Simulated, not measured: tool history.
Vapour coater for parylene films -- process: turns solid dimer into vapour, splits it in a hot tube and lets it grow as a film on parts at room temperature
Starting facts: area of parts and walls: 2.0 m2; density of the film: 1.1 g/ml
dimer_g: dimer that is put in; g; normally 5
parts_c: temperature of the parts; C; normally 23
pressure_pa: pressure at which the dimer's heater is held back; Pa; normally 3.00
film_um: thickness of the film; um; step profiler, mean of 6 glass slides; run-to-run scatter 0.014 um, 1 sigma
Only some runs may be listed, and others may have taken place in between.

| run | hour | dimer_g | parts_c | pressure_pa | film_um |
|---|---|---|---|---|---|
| 1 | 0.0 | 5 | 23 | 3.00 | 1.75 |
| 2 | 46.9 | 5 | 23 | 3.00 | 1.74 |
| 3 | 101.7 | 5 | 23 | 3.00 | 1.70 |
| 4 | 128.3 | 5 | 23 | 3.00 | 1.70 |
| 5 | 157.6 | 3 | 23 | 3.00 | 1.01 |
| 6 | 206.1 | 5 | 23 | 3.00 | 1.68 |
|  | 211.8 | table's thermometer calibrated |
| 7 | 257.6 | 5 | 23 | 3.00 | 1.66 |
| 8 | 308.7 | 5 | 23 | 3.00 | 1.63 |
| 9 | 352.9 | 5 | 30 | 6.53 | 1.25 |
| 10 | 400.9 | 7 | 34 | 4.40 | 1.75 |
| 11 | 425.6 | 5 | 23 | 5.74 | 1.45 |
| 12 | 451.5 | 5 | 23 | 5.74 | 1.41 |

Here are 3 independent what-if runs from the current tool condition. What would each one return?
| A | 482.6 | 4 | 26 | 3.93 | ? |
| B | 482.6 | 5 | 17 | 5.68 | ? |
| C | 482.6 | 7 | 20 | 2.09 | ? |

| run | film_um |
|---|---|
| A | 1.14 |
| B | 1.56 |
| C | 2.50 |
Had the tool no hidden state, the same runs would have come out as:
| run | film_um |
|---|---|
| A | 1.30 |
| B | 1.78 |
| C | 2.85 |

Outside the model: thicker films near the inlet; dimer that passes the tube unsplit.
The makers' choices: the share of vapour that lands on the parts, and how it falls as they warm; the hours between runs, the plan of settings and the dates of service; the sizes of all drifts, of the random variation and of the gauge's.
